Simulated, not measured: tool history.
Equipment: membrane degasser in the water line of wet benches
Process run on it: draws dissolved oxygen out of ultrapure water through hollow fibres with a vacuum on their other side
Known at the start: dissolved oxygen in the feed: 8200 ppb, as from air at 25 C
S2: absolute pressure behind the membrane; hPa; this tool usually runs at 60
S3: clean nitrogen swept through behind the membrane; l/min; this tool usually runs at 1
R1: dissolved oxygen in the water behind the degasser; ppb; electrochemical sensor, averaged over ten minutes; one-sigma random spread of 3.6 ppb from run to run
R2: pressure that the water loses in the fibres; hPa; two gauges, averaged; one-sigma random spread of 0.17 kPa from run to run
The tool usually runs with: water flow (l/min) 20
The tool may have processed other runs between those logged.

run 1 hour=0 | water_flow_(l/min)=20 S2=60 S3=1 | R1=354.2 R2=487.1
run 2 hour=149.9 | water_flow_(l/min)=20 S2=60 S3=1 | R1=356 R2=486.9
run 3 hour=253.2 | water_flow_(l/min)=28 S2=60 S3=1 | R1=677.1 R2=678.7
run 4 hour=338.8 | water_flow_(l/min)=28 S2=60 S3=1 | R1=677.8 R2=685.4
run 5 hour=494.9 | water_flow_(l/min)=28 S2=60 S3=1 | R1=676.8 R2=683
run 6 hour=577.9 | water_flow_(l/min)=28 S2=60 S3=1 | R1=683.3 R2=681.2
-- hour=587.7 vacuum gauge calibrated
run 7 hour=654.6 | water_flow_(l/min)=28 S2=60 S3=1 | R1=677.2 R2=687.7
run 8 hour=756.5 | water_flow_(l/min)=28 S2=48.3 S3=1 | R1=621.1 R2=685.8
run 9 hour=882.8 | water_flow_(l/min)=20 S2=60 S3=1.14 | R1=343.6 R2=493.7
run 10 hour=972.8 | water_flow_(l/min)=20 S2=60 S3=0.48 | R1=453.9 R2=494
run 11 hour=1079 | water_flow_(l/min)=20 S2=60 S3=0.48 | R1=458.7 R2=489.7
run 12 hour=1246.6 | water_flow_(l/min)=20 S2=60 S3=0.48 | R1=451.8 R2=491.2
run 13 hour=1319 | water_flow_(l/min)=20 S2=60 S3=0.48 | R1=451.5 R2=491.7
run 14 hour=1438.4 | water_flow_(l/min)=20 S2=60 S3=0.48 | R1=457.9 R2=496.8
run 15 hour=1520.2 | water_flow_(l/min)=20 S2=60 S3=1 | R1=348.9 R2=497.2
run 16 hour=1612.9 | water_flow_(l/min)=24 S2=75.8 S3=1.39 | R1=534.3 R2=598.4
run 17 hour=1695.4 | water_flow_(l/min)=24 S2=75.8 S3=1.39 | R1=533.8 R2=595.9
run 18 hour=1789.9 | water_flow_(l/min)=24 S2=75.8 S3=1.39 | R1=528.6 R2=596.7
run 19 hour=1933.2 | water_flow_(l/min)=24 S2=75.8 S3=1.39 | R1=529.9 R2=599.9
run 20 hour=2059.7 | water_flow_(l/min)=20 S2=103.7 S3=1 | R1=536.5 R2=500.6
-- hour=2081.1 gauge calibrated
run 21 hour=2132.4 | water_flow_(l/min)=20 S2=97.3 S3=2.35 | R1=366.1 R2=484.5
-- hour=2264.5 seals of the vacuum lines changed
run 22 hour=2266 | water_flow_(l/min)=13 S2=90.9 S3=2.92 | R1=122 R2=317.2
run 23 hour=2337.4 | water_flow_(l/min)=13 S2=90.9 S3=2.92 | R1=121.5 R2=318.1
run 24 hour=2493.2 | water_flow_(l/min)=13 S2=90.9 S3=2.92 | R1=122.7 R2=318.2
run 25 hour=2638.2 | water_flow_(l/min)=24 S2=60 S3=1.18 | R1=493.1 R2=588.2
run 26 hour=2798.7 | water_flow_(l/min)=25 S2=60 S3=0.68 | R1=604.4 R2=609.3
run 27 hour=2886.8 | water_flow_(l/min)=28 S2=114.1 S3=0.64 | R1=1115.7 R2=686.7
run 28 hour=3047.9 | water_flow_(l/min)=28 S2=114.1 S3=0.71 | R1=1081.1 R2=689.4
run 29 hour=3157.2 | water_flow_(l/min)=20 S2=97.8 S3=1 | R1=512.6 R2=487.5
run 30 hour=3322.4 | water_flow_(l/min)=29 S2=58.9 S3=0.94 | R1=719.6 R2=718

4 ways to go on from here, each from the tool as it stands after run 30. What would each give?
run A hour=3410.9 | water_flow_(l/min)=20 S2=60 S3=1.66 | R1=? R2=?
run B hour=3410.9 | water_flow_(l/min)=31 S2=60 S3=1.23 | R1=? R2=?
run C hour=3410.9 | water_flow_(l/min)=24 S2=39.3 S3=1.83 | R1=? R2=?
run D hour=3410.9 | water_flow_(l/min)=17 S2=58.9 S3=0.94 | R1=? R2=?

run=A R1=307.8 R2=496
run=B R1=781.2 R2=767.9
run=C R1=402.6 R2=590.9
run=D R1=257.5 R2=421.9
Without the tool's unlogged condition, the same runs would have read:
run=A R1=307 R2=486.7
run=B R1=779.6 R2=753.5
run=C R1=401.5 R2=579.8
run=D R1=256.8 R2=413.9
